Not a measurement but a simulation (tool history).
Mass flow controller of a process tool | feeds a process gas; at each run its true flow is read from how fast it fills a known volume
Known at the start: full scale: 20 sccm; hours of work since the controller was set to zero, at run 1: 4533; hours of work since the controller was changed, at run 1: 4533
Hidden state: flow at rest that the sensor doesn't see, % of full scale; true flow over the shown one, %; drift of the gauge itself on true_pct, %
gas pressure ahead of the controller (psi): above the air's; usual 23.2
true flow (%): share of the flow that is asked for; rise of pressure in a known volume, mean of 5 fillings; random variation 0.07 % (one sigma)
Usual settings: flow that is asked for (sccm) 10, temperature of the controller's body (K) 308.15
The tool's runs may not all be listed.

run      day  flow that is asked for (sccm)  gas pressure ahead of the controller (psi)  temperature of the controller's body (K)  hours of work since the controller was set to zero  hours of work since the controller was changed  true flow (%)
  1    0.000                             10                                        23.2                                    308.15                                                4533                                            4533          99.51
  2    9.196                              3                                        23.2                                    308.15                                                4692                                            4692          97.11
  3   14.475                              3                                        23.2                                    308.15                                                4784                                            4784          97.11
  4   20.471                              7                                        23.2                                    308.15                                                4888                                            4888          99.00
  5   28.100                              7                                        23.2                                    308.15                                                5020                                            5020          98.96
  6   33.033                             10                                        23.2                                    308.15                                                5106                                            5106          99.86
  7   42.512                              6                                        23.2                                    308.15                                                5271                                            5271          98.83
  8   48.858                              6                                        29.6                                    308.15                                                5381                                            5381          98.96
  9   54.517                              6                                        29.6                                    308.15                                                5479                                            5479          98.95
 10   64.829                              6                                        29.6                                    308.15                                                5658                                            5658          99.17
 11   72.104                              6                                        29.6                                    308.15                                                5784                                            5784          99.19
 12   79.704                             10                                        23.2                                    308.15                                                5916                                            5916         100.14
      81.250  -- controller exchanged for a calibrated one
 13   86.300                             10                                        23.2                                    308.15                                                  88                                              88          97.94
 14   92.183                             10                                        23.2                                    308.15                                                 190                                             190          97.96
 15  101.233                             10                                        23.2                                    308.15                                                 347                                             347          98.04
 16  111.662                             10                                        26.1                                    308.15                                                 528                                             528          98.36
 17  121.671                             10                                        26.1                                    308.15                                                 702                                             702          98.26
 18  128.479                             10                                        26.1                                    308.15                                                 820                                             820          98.35
 19  136.788                             10                                        26.1                                    308.15                                                 964                                             964          98.38
 20  144.242                             10                                        26.1                                    308.15                                                1093                                            1093          98.44
 21  149.925                             10                                        26.1                                    308.15                                                1192                                            1192          98.52
 22  160.208                             10                                        26.1                                    308.15                                                1371                                            1371          98.54
 23  166.108                             10                                        23.2                                    308.15                                                1473                                            1473          98.43
 24  174.838                             10                                        23.2                                    308.15                                                1624                                            1624          98.62
 25  184.146                             15                                        23.2                                    308.15                                                1786                                            1786          99.52
 26  195.142                              6                                        20.9                                    309.15                                                1977                                            1977          97.65
 27  202.667                              6                                        20.9                                    309.15                                                2108                                            2108          97.63
 28  209.454                              6                                        23.4                                    309.15                                                2225                                            2225          97.91
 29  216.950                             11                                        29.2                                    308.15                                                2355                                            2355          99.33
 30  223.662                             11                                        29.2                                    308.15                                                2472                                            2472          99.28
 31  233.512                             12                                        23.2                                    303.15                                                2643                                            2643          99.44
 32  244.688                              8                                        37.7                                    295.15                                                2837                                            2837          99.56
 33  249.329                              8                                        37.7                                    295.15                                                2917                                            2917          99.48
 34  259.900                              8                                        33.2                                    301.15                                                3101                                            3101          99.31
 35  264.767                             18                                        26.1                                    301.15                                                3185                                            3185         100.93
 36  273.788                             18                                        26.1                                    301.15                                                3342                                            3342         101.00
 37  284.500                             18                                        26.1                                    301.15                                                3528                                            3528         100.89
 38  291.067                             18                                        30.7                                    301.15                                                3642                                            3642         101.29
 39  300.642                             18                                        30.7                                    301.15                                                3808                                            3808         101.44
 40  309.200                             18                                        30.7                                    301.15                                                3957                                            3957         101.44
 41  320.467                              4                                        24.8                                    302.15                                                4152                                            4152          98.12
 42  331.471                              4                                        38.9                                    302.15                                                4343                                            4343          98.59
 43  339.433                              2                                        38.9                                    304.15                                                4481                                            4481          97.03
 44  345.062                              5                                        38.9                                    299.15                                                4579                                            4579          99.20
 45  349.658                              5                                        29.7                                    299.15                                                4659                                            4659          98.80
 46  358.238                              2                                        35.5                                    298.15                                                4808                                            4808          96.96
 47  364.221                              2                                        35.5                                    298.15                                                4912                                            4912          96.94
 48  372.388                              2                                        30.9                                    308.15                                                5053                                            5053          96.47
 49  382.804                             10                                        39.9                                    308.15                                                5234                                            5234         100.47

Measured less the same run without the tool's hidden state. The same run-to-run variation is in both; the gauge's scatter may not be:
run  true flow (%)
  1          +1.74
  2          +0.39
  3          +0.39
  4          +1.61
  5          +1.66
  6          +1.98
  7          +1.60
  8          +1.63
  9          +1.66
 10          +1.72
 11          +1.75
 12          +2.30
 13          +0.10
 14          +0.14
 15          +0.20
 16          +0.27
 17          +0.34
 18          +0.38
 19          +0.44
 20          +0.49
 21          +0.52
 22          +0.59
 23          +0.63
 24          +0.68
 25          +0.82
 26          +0.67
 27          +0.71
 28          +0.74
 29          +0.98
 30          +1.03
 31          +1.11
 32          +1.05
 33          +1.08
 34          +1.14
 35          +1.42
 36          +1.49
 37          +1.57
 38          +1.62
 39          +1.69
 40          +1.76
 41          +0.92
 42          +0.96
 43          -0.29
 44          +1.27
 45          +1.29
 46          -0.32
 47          -0.33
 48          -0.34
 49          +2.04
